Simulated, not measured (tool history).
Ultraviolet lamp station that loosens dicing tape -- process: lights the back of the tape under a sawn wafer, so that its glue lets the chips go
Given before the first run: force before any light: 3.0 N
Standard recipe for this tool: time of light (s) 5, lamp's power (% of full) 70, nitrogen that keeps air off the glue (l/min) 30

run   hour  time of light (s)  lamp's power (% of full)  nitrogen that keeps air off the glue (l/min)  force that peels the tape off (N)  light that reached the tape (mJ/cm2)
  1      0                  5                        70                                            30                               0.63                                   258
  2   30.5                  5                        83                                            30                              0.528                                   300
  3     50                  5                        83                                            30                              0.524                                   299
  4   69.9                  5                        83                                            30                              0.505                                   299
  5  100.9                  5                        70                                            30                              0.636                                   253
  6    126                  5                        67                                            30                              0.701                                   234
  7  154.1                  5                        63                                            30                              0.752                                   223
  8  182.9                  5                        63                                            30                              0.758                                   220
  9  196.1                  5                        63                                            30                              0.786                                   219
 10  218.4                  5                        63                                            30                              0.784                                   216
 11  231.9                  5                        91                                            52                              0.443                                   311
 12  260.9                  5                        91                                            52                              0.422                                   311

Expected results for the next run?
 13  280.2                  9                        62                                            26                                  ?                                     ?

force that peels the tape off (N): 0.399
light that reached the tape (mJ/cm2): 379
Without the tool's hidden state the same run would have given force that peels the tape off (N) 0.255, light that reached the tape (mJ/cm2) 562.
